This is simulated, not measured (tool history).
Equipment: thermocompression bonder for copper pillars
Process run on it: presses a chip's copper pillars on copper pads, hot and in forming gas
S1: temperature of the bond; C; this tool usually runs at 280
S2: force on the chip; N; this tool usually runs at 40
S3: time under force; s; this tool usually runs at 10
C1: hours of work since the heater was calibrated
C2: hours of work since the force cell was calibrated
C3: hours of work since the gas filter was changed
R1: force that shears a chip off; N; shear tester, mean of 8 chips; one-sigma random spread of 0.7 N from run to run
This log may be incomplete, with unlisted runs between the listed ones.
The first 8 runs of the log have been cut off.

run,hour,S1,S2,S3,C1,C2,C3,R1
9,107.5,280,40,10,100,403,11,64.5
10,118.0,280,40,10,106,409,17,63.7
11,136.9,280,40,10,116,420,28,61.9
12,151.0,280,40,10,124,428,36,62.0
13,167.9,280,40,11,134,438,45,65.3
14,185.1,280,40,11,144,448,55,65.8
15,203.2,280,40,11,154,458,66,64.7
16,211.1,280,26,11,159,463,70,44.7
17,220.7,280,26,12,164,468,76,44.6
18,237.8,292,40,10,174,478,85,72.5
19,251.8,292,40,10,182,486,93,72.5
20,261.3,264,48,5,187,491,99,44.1
21,272.3,264,48,5,194,497,105,44.3
22,288.8,274,40,6,203,507,114,46.5
23,307.3,280,29,13,214,517,125,51.2
24,317.5,260,54,7,219,523,131,53.0
25,329.7,287,41,10,226,530,138,68.4
# hour 342.4: forming gas filter changed
26,344.6,286,44,22,235,538,1,95.9
27,357.4,286,44,22,242,546,9,95.3
28,366.8,286,44,22,247,551,14,96.3
29,385.5,284,44,6,258,562,25,62.4
30,401.8,284,44,6,267,571,34,60.8
31,419.2,284,49,28,277,581,44,104.5

Branching from run 31: 4 alternative next runs. What would each branch give?
A,430.9,284,58,28,284,588,51,?
B,430.9,266,34,7,284,588,51,?
C,430.9,269,28,5,284,588,51,?
D,430.9,279,40,9,284,588,51,?

run,R1
A,115.2
B,39.9
C,29.5
D,60.8
Without the tool's unlogged condition, the same runs would have read:
run,R1
A,114.1
B,37.8
C,27.9
D,58.2
